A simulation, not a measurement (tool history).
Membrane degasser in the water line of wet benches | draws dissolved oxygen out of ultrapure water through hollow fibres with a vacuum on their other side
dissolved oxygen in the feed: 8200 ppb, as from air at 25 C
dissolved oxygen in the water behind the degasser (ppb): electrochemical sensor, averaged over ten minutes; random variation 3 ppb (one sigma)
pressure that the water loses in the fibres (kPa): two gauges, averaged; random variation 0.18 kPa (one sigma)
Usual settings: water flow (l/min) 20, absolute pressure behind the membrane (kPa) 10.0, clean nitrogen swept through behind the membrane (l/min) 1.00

run	hour	water flow (l/min)	absolute pressure behind the membrane (kPa)	clean nitrogen swept through behind the membrane (l/min)	dissolved oxygen in the water behind the degasser (ppb)	pressure that the water loses in the fibres (kPa)
1	0.0	20	10.0	1.00	306.8	30.68
2	37.1	20	10.0	1.00	304.5	31.18
3	101.6	20	10.0	0.83	362.1	30.73
4	139.2	20	10.0	1.00	307.9	31.01
5	202.8	20	10.0	1.00	305.7	30.97
6	267.6	20	10.0	1.00	310.0	30.95
7	337.2	20	10.0	1.00	300.8	30.97
8	411.4	20	10.0	1.00	302.2	31.18
# hour 419.3: vacuum gauge calibrated
9	453.8	15	10.0	1.00	238.0	23.04
10	535.5	15	10.0	1.00	237.5	23.45
11	600.7	25	11.2	0.55	684.8	38.91
12	640.9	23	13.9	0.55	847.0	35.69
13	725.7	24	23.7	0.45	1717.8	37.66
14	776.8	13	23.7	0.45	1121.0	20.08
15	838.6	13	23.7	0.45	1137.2	20.30
16	890.6	19	24.3	2.44	390.1	29.66
# hour 944.4: vacuum gauge calibrated, once more
17	956.9	19	24.3	2.44	391.0	29.67

Forecast each of these 4 alternatives for the next run:
A	1028.8	25	24.3	2.44	?	?
B	1028.8	27	10.0	2.04	?	?
C	1028.8	21	18.0	2.44	?	?
D	1028.8	16	10.0	0.61	?	?

run	dissolved oxygen in the water behind the degasser (ppb)	pressure that the water loses in the fibres (kPa)
A	494.2	39.09
B	218.5	42.06
C	305.3	33.05
D	384.5	25.13
Without the tool's hidden state the same runs would have given:
run	dissolved oxygen in the water behind the degasser (ppb)	pressure that the water loses in the fibres (kPa)
A	489.1	38.14
B	216.0	41.03
C	301.6	32.24
D	384.1	24.52
